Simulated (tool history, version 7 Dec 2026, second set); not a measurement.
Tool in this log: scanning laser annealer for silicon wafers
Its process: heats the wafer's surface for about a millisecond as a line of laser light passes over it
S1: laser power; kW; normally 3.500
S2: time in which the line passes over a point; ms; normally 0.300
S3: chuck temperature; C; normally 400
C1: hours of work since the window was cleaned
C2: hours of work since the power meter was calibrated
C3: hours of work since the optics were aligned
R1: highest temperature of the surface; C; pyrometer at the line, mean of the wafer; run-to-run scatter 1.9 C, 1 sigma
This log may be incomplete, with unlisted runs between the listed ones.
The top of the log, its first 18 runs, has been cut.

Run 19, hour 1306.0: usual settings but S1 3.803 kW, S2 0.353 ms, S3 395 C; C1 260; C2 104; C3 451. Result: R1 1356 C.
Run 20, hour 1358.0: usual settings but S1 3.241 kW, S2 0.223 ms, S3 392 C; C1 299; C2 144; C3 490. Result: R1 1017 C.
Run 21, hour 1432.2: usual settings but S1 3.143 kW; C1 355; C2 200; C3 546. Result: R1 1093 C.
Run 22, hour 1523.1: usual settings but S1 3.047 kW, S2 0.337 ms, S3 385 C; C1 424; C2 268; C3 615. Result: R1 1086 C.
Run 23, hour 1594.3: usual settings but S2 0.268 ms; C1 478; C2 322; C3 669. Result: R1 1148 C.
At hour 1638.1: laser's power meter calibrated, once more.
Run 24, hour 1643.9: usual settings but S1 2.989 kW, S2 0.346 ms; C1 513; C2 4; C3 704. Result: R1 1067 C.
Run 25, hour 1700.8: usual settings but S1 3.027 kW, S3 372 C; C1 556; C2 47; C3 747. Result: R1 1002 C.
Run 26, hour 1773.9: usual settings but S1 3.324 kW, S2 0.330 ms, S3 395 C; C1 611; C2 103; C3 802. Result: R1 1138 C.
At hour 1794.0: window over the wafer cleaned.
Run 27, hour 1844.9: usual settings but S1 3.324 kW, S2 0.330 ms, S3 395 C; C1 38; C2 155; C3 854. Result: R1 1154 C.
Run 28, hour 1931.5: usual settings but S1 3.715 kW, S3 380 C; C1 104; C2 220; C3 920. Result: R1 1217 C.
Run 29, hour 2027.0: usual settings but S1 3.372 kW, S2 0.370 ms, S3 380 C; C1 176; C2 292; C3 992. Result: R1 1194 C.
Run 30, hour 2100.4: usual settings but S1 3.372 kW, S2 0.370 ms, S3 380 C; C1 231; C2 348; C3 1047. Result: R1 1190 C.

3 options for the next run, each taken on its own from the tool as it stands now. Forecast them:
Run A, hour 2148.0: usual settings but S1 3.372 kW, S2 0.362 ms, S3 411 C; C1 267; C2 384; C3 1083. Result: R1 ?.
Run B, hour 2148.0: usual settings but S1 3.132 kW, S2 0.233 ms; C1 267; C2 384; C3 1083. Result: R1 ?.
Run C, hour 2148.0: usual settings but S1 3.828 kW, S2 0.327 ms, S3 380 C; C1 267; C2 384; C3 1083. Result: R1 ?.

run    R1
  A  1211
  B   988
  C  1277
With no hidden state in the tool, these same runs would have given:
run    R1
  A  1238
  B  1008
  C  1307
